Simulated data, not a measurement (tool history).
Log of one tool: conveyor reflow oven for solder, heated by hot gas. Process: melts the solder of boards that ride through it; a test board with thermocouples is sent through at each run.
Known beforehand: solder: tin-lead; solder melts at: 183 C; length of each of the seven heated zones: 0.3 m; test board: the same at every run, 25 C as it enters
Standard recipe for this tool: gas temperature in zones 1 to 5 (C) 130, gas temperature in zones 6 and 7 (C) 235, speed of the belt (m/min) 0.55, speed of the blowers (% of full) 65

run	hour	gas temperature in zones 1 to 5 (C)	gas temperature in zones 6 and 7 (C)	speed of the belt (m/min)	speed of the blowers (% of full)	highest temperature of the board (C)	time above the solder's melting point (s)
1	0	130	235	0.55	65	215.9	46.6
2	25.1	130	235	0.55	65	215.5	46.7
3	54.3	130	235	0.55	65	215.4	46.6
4	80.6	130	235	0.55	65	215.3	46.5
5	114	130	238	0.55	65	218	48.3
6	156.2	130	238	0.55	65	217.4	48.1
7	194.9	130	235	0.55	65	215	46.2
8	231.5	130	235	0.55	65	214.4	45.9
9	263.1	130	235	0.629	65	209.3	35.6
10	309.3	130	235	0.544	65	214.8	46.7
11	345.3	126	235	0.55	65	213.3	43.9
12	397.2	130	223	0.55	65	203.6	36.5
13	427.5	130	235	0.55	65	213.3	45.5
# hour 439.2: flux residue cleaned out of gas plates and filters
14	470.9	130	235	0.55	65	215.4	47.2
15	522.5	130	235	0.544	73	217.3	49.6
16	572.9	130	235	0.544	75	217.8	49.6
17	610.4	130	235	0.544	75	217.2	49.5
# hour 630.1: belt drive overhauled, speed set with a stopwatch
18	641.8	130	235	0.544	75	216.3	46.6
19	686.8	130	235	0.544	75	215.9	46.8
20	720.6	130	235	0.544	75	215.5	46
21	771.4	138	243	0.519	83	226.7	58
22	795.3	128	245	0.519	63	222.8	52.7
23	827.1	128	245	0.519	63	222.4	52.6
24	855.4	130	232	0.471	68	215.5	54.3
25	878.9	130	232	0.471	68	215.5	54.1
26	919.2	130	232	0.471	68	215.2	54.1
# hour 970.1: flux residue cleaned out of gas plates and filters
27	975.6	130	232	0.471	68	216.4	55.7
28	997.1	130	234	0.461	65	218.4	58.2

Selected run-to-run steps in highest temperature of the board (C), each split into two signed amounts: the part the tool would show with no hidden state at all (from settings, incoming material and random variation), and the remainder, which goes to the hidden state together with any gauge scatter not common to the measured and the hidden-state-free results:
What the log doesn't record here: heat that the gas passes to the board, % of a clean oven's; belt's true speed, % of the reading; true gas temperature in zones 6 and 7 over the reading, C; drift of the gauge itself on peak_c, C; drift of the gauge itself on liquid_s, %.
Run 11 -> 12: gas temperature in zones 1 to 5 (C) 126 -> 130, gas temperature in zones 6 and 7 (C) 235 -> 223. highest temperature of the board (C) -9.7: hidden state -0.2, all else -9.5.
Run 13 -> 14: flux residue cleaned out of gas plates and filters. highest temperature of the board (C) +2.1: hidden state +1.7, all else +0.4.
Run 17 -> 18: belt drive overhauled, speed set with a stopwatch. highest temperature of the board (C) -0.9: hidden state -1.4, all else +0.5.
Run 20 -> 21: gas temperature in zones 1 to 5 (C) 130 -> 138, gas temperature in zones 6 and 7 (C) 235 -> 243, speed of the belt (m/min) 0.544 -> 0.519, speed of the blowers (% of full) 75 -> 83. highest temperature of the board (C) +11.2: hidden state -0.2, all else +11.4.
